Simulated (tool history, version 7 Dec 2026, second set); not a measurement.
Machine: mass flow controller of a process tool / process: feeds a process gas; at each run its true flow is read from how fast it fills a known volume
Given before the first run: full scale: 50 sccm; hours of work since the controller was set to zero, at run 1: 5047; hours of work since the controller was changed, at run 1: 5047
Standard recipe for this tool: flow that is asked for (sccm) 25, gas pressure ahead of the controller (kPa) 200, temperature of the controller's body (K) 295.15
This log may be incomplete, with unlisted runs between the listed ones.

run      day  flow that is asked for (sccm)  gas pressure ahead of the controller (kPa)  temperature of the controller's body (K)  hours of work since the controller was set to zero  hours of work since the controller was changed  true flow (%)
  1    0.000                             25                                         200                                    295.15                                                5047                                            5047          97.74
  2   11.542                             25                                         200                                    295.15                                                5193                                            5193          97.77
  3   22.525                             25                                         200                                    295.15                                                5332                                            5332          97.73
  4   34.854                             25                                         200                                    295.15                                                5488                                            5488          97.58
  5   42.258                             25                                         200                                    311.15                                                5582                                            5582          95.79
  6   56.312                             25                                         200                                    311.15                                                5760                                            5760          95.69
  7   69.904                             25                                         200                                    311.15                                                5932                                            5932          95.63
  8   82.888                             25                                         142                                    305.15                                                6096                                            6096          95.83
  9   90.375                             25                                         142                                    298.15                                                6191                                            6191          96.58
 10   99.471                             25                                         142                                    298.15                                                6306                                            6306          96.42
 11  112.854                             20                                         182                                    307.15                                                6475                                            6475          95.47
 12  126.250                             20                                         182                                    307.15                                                6645                                            6645          95.38
 13  135.438                             20                                         182                                    307.15                                                6761                                            6761          95.26

Predict each of these 3 candidate next runs independently; none follows another, all start after run 13:
  A  149.542                             21                                         278                                    302.15                                                6939                                            6939              ?
  B  149.542                             10                                         219                                    302.15                                                6939                                            6939              ?
  C  149.542                             17                                         182                                    307.15                                                6939                                            6939              ?

run  true flow (%)
  A          96.44
  B          94.79
  C          94.94
What these runs would have given with no unlogged condition in the tool:
run  true flow (%)
  A          99.26
  B          98.63
  C          97.98
